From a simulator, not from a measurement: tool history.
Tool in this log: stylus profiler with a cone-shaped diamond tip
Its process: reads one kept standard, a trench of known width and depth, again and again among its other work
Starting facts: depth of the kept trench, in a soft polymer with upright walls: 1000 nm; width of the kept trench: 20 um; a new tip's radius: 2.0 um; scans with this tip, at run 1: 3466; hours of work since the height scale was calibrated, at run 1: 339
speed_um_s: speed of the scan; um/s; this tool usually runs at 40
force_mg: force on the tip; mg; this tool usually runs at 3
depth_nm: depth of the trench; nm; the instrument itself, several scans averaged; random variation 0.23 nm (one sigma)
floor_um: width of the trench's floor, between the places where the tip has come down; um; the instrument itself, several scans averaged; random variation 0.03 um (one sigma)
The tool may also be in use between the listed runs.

| run | hour | speed_um_s | force_mg | scans with this tip | hours of work since the height scale was calibrated | depth_nm | floor_um |
|---|---|---|---|---|---|---|---|
| 1 | 0 | 40 | 3 | 3466 | 339 | 1013.09 | 16.46 |
| 2 | 34.2 | 40 | 2.85 | 3715 | 363 | 1012.23 | 16.39 |
| 3 | 53.6 | 40 | 2.85 | 3857 | 377 | 1012.61 | 16.4 |
| 4 | 76.3 | 40 | 2.85 | 4022 | 393 | 1012.56 | 16.37 |
| 5 | 109.5 | 40 | 2.85 | 4265 | 417 | 1012.28 | 16.41 |
| 6 | 126.9 | 40 | 2.85 | 4392 | 429 | 1012.45 | 16.35 |
| 7 | 149.5 | 40 | 3 | 4557 | 445 | 1013.35 | 16.39 |
| 8 | 185.9 | 40 | 3 | 4822 | 471 | 1013.03 | 16.41 |
| 9 | 224.6 | 40 | 3 | 5104 | 499 | 1012.94 | 16.42 |
| 10 | 261.2 | 40 | 3 | 5372 | 525 | 1012.87 | 16.36 |
| 11 | 296.6 | 40 | 3 | 5630 | 550 | 1012.96 | 16.43 |
| 12 | 327.2 | 40 | 3 | 5853 | 572 | 1012.69 | 16.47 |
| 13 | 362.5 | 40 | 3 | 6110 | 597 | 1012.7 | 16.38 |
| 14 | 393.2 | 40 | 3 | 6334 | 619 | 1012.98 | 16.36 |
| 15 | 408.9 | 40 | 3 | 6449 | 630 | 1012.77 | 16.34 |
| 16 | 446.9 | 40 | 3 | 6726 | 657 | 1013.1 | 16.44 |
| 17 | 466 | 40 | 3 | 6865 | 671 | 1012.77 | 16.38 |
| 18 | 504.7 | 121 | 3 | 7148 | 698 | 1012.74 | 16.07 |
| 19 | 530.3 | 121 | 3 | 7334 | 717 | 1012.99 | 16.05 |
| 20 | 567.2 | 40 | 3 | 7603 | 743 | 1012.58 | 16.33 |
| 21 | 590.3 | 40 | 3 | 7771 | 759 | 1013 | 16.41 |
| 22 | 627.4 | 19 | 3 | 8042 | 786 | 1012.72 | 16.49 |
| 23 | 647.6 | 10 | 1.2 | 8189 | 800 | 1006.58 | 16.46 |
| 24 | 665.3 | 10 | 1.2 | 8319 | 813 | 1007.26 | 16.49 |
| 25 | 696.4 | 10 | 1.2 | 8546 | 835 | 1007.09 | 16.47 |
| 26 | 722.7 | 27 | 4.59 | 8737 | 854 | 1017.19 | 16.45 |
| 27 | 751.5 | 27 | 4.59 | 8947 | 874 | 1016.77 | 16.48 |
| 28 | 786.9 | 64 | 3 | 9206 | 900 | 1012.84 | 16.29 |
| 29 | 813.8 | 28 | 5.43 | 9402 | 919 | 1019.62 | 16.45 |
| 30 | 845.5 | 77 | 5.87 | 9633 | 941 | 1020.18 | 16.31 |
| 31 | 864.5 | 12 | 2.48 | 9771 | 955 | 1011.08 | 16.47 |

What does the tool deliver on the next run?
| 32 | 890.3 | 12 | 2.48 | 9960 | 973 | ? | ? |

depth_nm: 1011.39 nm
floor_um: 16.5 um
With no hidden state in the tool, this same run would have given depth_nm 1011.41 nm, floor_um 16.51 um.
